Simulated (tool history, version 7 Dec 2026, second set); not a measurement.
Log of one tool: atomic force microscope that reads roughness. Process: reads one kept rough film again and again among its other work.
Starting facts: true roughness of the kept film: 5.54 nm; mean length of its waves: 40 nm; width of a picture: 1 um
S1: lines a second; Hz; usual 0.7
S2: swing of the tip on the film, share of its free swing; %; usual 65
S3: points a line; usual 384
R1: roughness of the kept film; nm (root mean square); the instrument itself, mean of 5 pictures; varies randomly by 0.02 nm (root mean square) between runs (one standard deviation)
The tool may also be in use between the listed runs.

run,hour,S1,S2,S3,R1
1,0,0.7,65,384,4.492
2,9,3.458,65,384,4.144
3,16.7,3.458,65,384,4.08
4,26.2,3.458,65,384,4.083
5,30.3,0.7,65,341,4.302
6,37.7,0.7,65,473,4.264
7,43,0.7,65,473,4.271
8,50.4,0.7,63,384,4.205
9,56.5,0.7,60,384,4.171
10,65.7,0.7,60,384,4.169
11,72.6,0.7,60,384,4.134
12,81.1,3.001,65,384,3.812
# hour 84: new tip fitted
13,89.9,3.001,65,384,4.605
14,97.8,3.001,65,384,4.544
15,102.4,3.001,65,384,4.539
16,109.2,3.001,65,384,4.49
17,114.5,2.186,65,384,4.533
18,120.6,1.442,65,384,4.596
19,128.4,1.442,65,384,4.525
20,134.8,0.7,65,384,4.558
21,139.8,2.623,88,257,3.782
22,144.8,2.623,64,831,4.324
23,152.5,1.921,71,788,4.251
24,162.6,0.882,80,894,4.303
25,167.7,0.69,64,498,4.392
26,173.8,2.537,65,384,4.168
# hour 175.4: height scale calibrated on a step standard
27,180.4,2.537,65,384,4.129
28,184.6,2.537,65,384,4.087
29,194.5,1.45,61,645,4.188
30,204.1,1.696,77,452,3.925
31,211.9,2.792,75,270,3.741
32,216.4,2.792,75,270,3.714
33,226.4,2.792,75,270,3.668
# hour 228.9: height scale calibrated on a step standard, once more
# hour 232.8: new tip fitted
34,234.1,2.792,75,270,4.45
35,239.1,1.514,75,270,4.662
36,246,1.514,75,270,4.613
37,254.8,1.514,75,270,4.563
38,263.6,1.425,73,274,4.566
39,271.3,0.761,89,274,4.441
40,280.9,0.7,90,384,4.409

Some steps in R1 between neighbouring runs. How much of each would the tool show without its hidden state too (settings, what came in, random variation), and how much is left for the hidden state, with any gauge scatter that isn't in both results?
Hidden conditions of the tool in this case: radius of the tip, nm; height scale over the true one, %; drift of the gauge itself on roughness_nm, %.
Run 12 -> 13: new tip fitted. R1 +0.793 nm (root mean square): hidden state +0.773, all else +0.02.
Run 20 -> 21: S1 0.7 -> 2.623, S2 65 -> 88, S3 384 -> 257. R1 -0.776 nm (root mean square): hidden state +0.032, all else -0.808.
Run 21 -> 22: S2 88 -> 64, S3 257 -> 831. R1 +0.542 nm (root mean square): hidden state -0.08, all else +0.622.
Run 33 -> 34: height scale calibrated on a step standard, once more, new tip fitted. R1 +0.782 nm (root mean square): hidden state +0.783, all else -0.001.
